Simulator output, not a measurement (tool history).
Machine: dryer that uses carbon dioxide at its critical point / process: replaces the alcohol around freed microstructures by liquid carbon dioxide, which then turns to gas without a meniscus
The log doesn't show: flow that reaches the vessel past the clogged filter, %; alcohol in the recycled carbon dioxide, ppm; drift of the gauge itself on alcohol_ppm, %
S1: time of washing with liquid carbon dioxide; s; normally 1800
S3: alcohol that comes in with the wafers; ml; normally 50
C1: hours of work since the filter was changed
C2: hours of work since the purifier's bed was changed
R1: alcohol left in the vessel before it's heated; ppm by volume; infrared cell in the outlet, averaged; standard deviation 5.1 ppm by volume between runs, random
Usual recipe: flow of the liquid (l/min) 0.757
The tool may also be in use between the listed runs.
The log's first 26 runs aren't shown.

{"run": 27, "hour": 175.6, "S1": 2160, "flow of the liquid (l/min)": 0.52, "S3": 41, "C1": 166, "C2": 93, "R1": 147}
{"run": 28, "hour": 182.9, "S1": 2160, "flow of the liquid (l/min)": 0.52, "S3": 41, "C1": 168, "C2": 96, "R1": 138}
{"run": 29, "hour": 191.3, "S1": 2160, "flow of the liquid (l/min)": 0.746, "S3": 82, "C1": 172, "C2": 99, "R1": 65}
{"run": 30, "hour": 196.0, "S1": 1680, "flow of the liquid (l/min)": 0.485, "S3": 82, "C1": 174, "C2": 101, "R1": 814}
{"run": 31, "hour": 205.2, "S1": 2700, "flow of the liquid (l/min)": 0.662, "S3": 82, "C1": 177, "C2": 105, "R1": 39}
{"run": 32, "hour": 210.8, "S1": 2700, "flow of the liquid (l/min)": 0.814, "S3": 59, "C1": 180, "C2": 107, "R1": 28}
{"run": 33, "hour": 219.6, "S1": 2700, "flow of the liquid (l/min)": 0.814, "S3": 59, "C1": 183, "C2": 111, "R1": 28}
{"run": 34, "hour": 225.2, "S1": 1140, "flow of the liquid (l/min)": 0.945, "S3": 43, "C1": 185, "C2": 113, "R1": 181}
{"run": 35, "hour": 235.1, "S1": 1140, "flow of the liquid (l/min)": 0.84, "S3": 27, "C1": 189, "C2": 117, "R1": 182}
{"run": 36, "hour": 242.6, "S1": 2580, "flow of the liquid (l/min)": 0.719, "S3": 23, "C1": 192, "C2": 120, "R1": 37}
{"run": 37, "hour": 247.1, "S1": 2580, "flow of the liquid (l/min)": 0.807, "S3": 23, "C1": 194, "C2": 122, "R1": 39}
{"run": 38, "hour": 256.8, "S1": 2400, "flow of the liquid (l/min)": 0.692, "S3": 50, "C1": 198, "C2": 125, "R1": 43}
{"run": 39, "hour": 266.3, "S1": 2280, "flow of the liquid (l/min)": 0.692, "S3": 28, "C1": 202, "C2": 129, "R1": 49}
{"run": 40, "hour": 270.9, "S1": 1800, "flow of the liquid (l/min)": 0.925, "S3": 55, "C1": 203, "C2": 131, "R1": 49}
{"run": 41, "hour": 276.3, "S1": 2460, "flow of the liquid (l/min)": 1.236, "S3": 60, "C1": 206, "C2": 133, "R1": 27}

Branching from run 41: 3 alternative next runs. What would each branch give?
{"run": "A", "hour": 285.6, "S1": 1140, "flow of the liquid (l/min)": 0.591, "S3": 37, "C1": 209, "C2": 137, "R1": "?"}
{"run": "B", "hour": 285.6, "S1": 1320, "flow of the liquid (l/min)": 0.61, "S3": 50, "C1": 209, "C2": 137, "R1": "?"}
{"run": "C", "hour": 285.6, "S1": 1680, "flow of the liquid (l/min)": 0.502, "S3": 91, "C1": 209, "C2": 137, "R1": "?"}

run=A R1=672
run=B R1=556
run=C R1=833
Without the tool's unlogged condition, the same runs would have read:
run=A R1=580
run=B R1=464
run=C R1=706
